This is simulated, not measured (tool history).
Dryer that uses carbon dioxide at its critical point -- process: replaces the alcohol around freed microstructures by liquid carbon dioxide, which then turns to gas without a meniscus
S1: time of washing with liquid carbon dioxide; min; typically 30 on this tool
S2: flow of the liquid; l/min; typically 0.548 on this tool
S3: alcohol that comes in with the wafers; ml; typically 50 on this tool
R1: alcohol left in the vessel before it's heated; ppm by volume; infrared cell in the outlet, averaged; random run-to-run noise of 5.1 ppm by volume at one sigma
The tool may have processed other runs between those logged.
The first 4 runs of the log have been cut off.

run,day,S1,S2,S3,R1
5,2.008,30,0.548,103,193
6,2.671,30,0.548,50,116
7,3.017,30,0.548,50,123
8,3.688,30,0.548,50,129
9,4.062,30,0.548,50,120
10,4.358,30,0.548,50,112
11,4.917,30,0.548,50,119
12,5.517,30,0.548,50,127
13,5.988,30,0.548,49,118
14,6.521,30,0.548,99,195
15,7.075,30,0.548,99,202
16,7.429,30,0.548,99,207
17,7.992,30,0.548,50,122
18,8.642,30,0.548,50,135
19,9.179,30,0.548,50,129
20,9.846,30,0.548,50,130
21,10.521,30,0.548,50,131
22,11.008,33,0.382,65,491
23,11.421,41,0.382,65,211
24,11.779,24,0.548,24,175
25,12.138,18,0.548,56,953
26,12.746,18,0.757,56,294
27,13.062,22,0.382,56,1672

Run 28 is up next; what results do you expect?
28,13.775,24,0.435,52,?

R1: 780 ppm by volume
Minus the tool's unlogged condition, the same run would have read R1 666 ppm by volume.
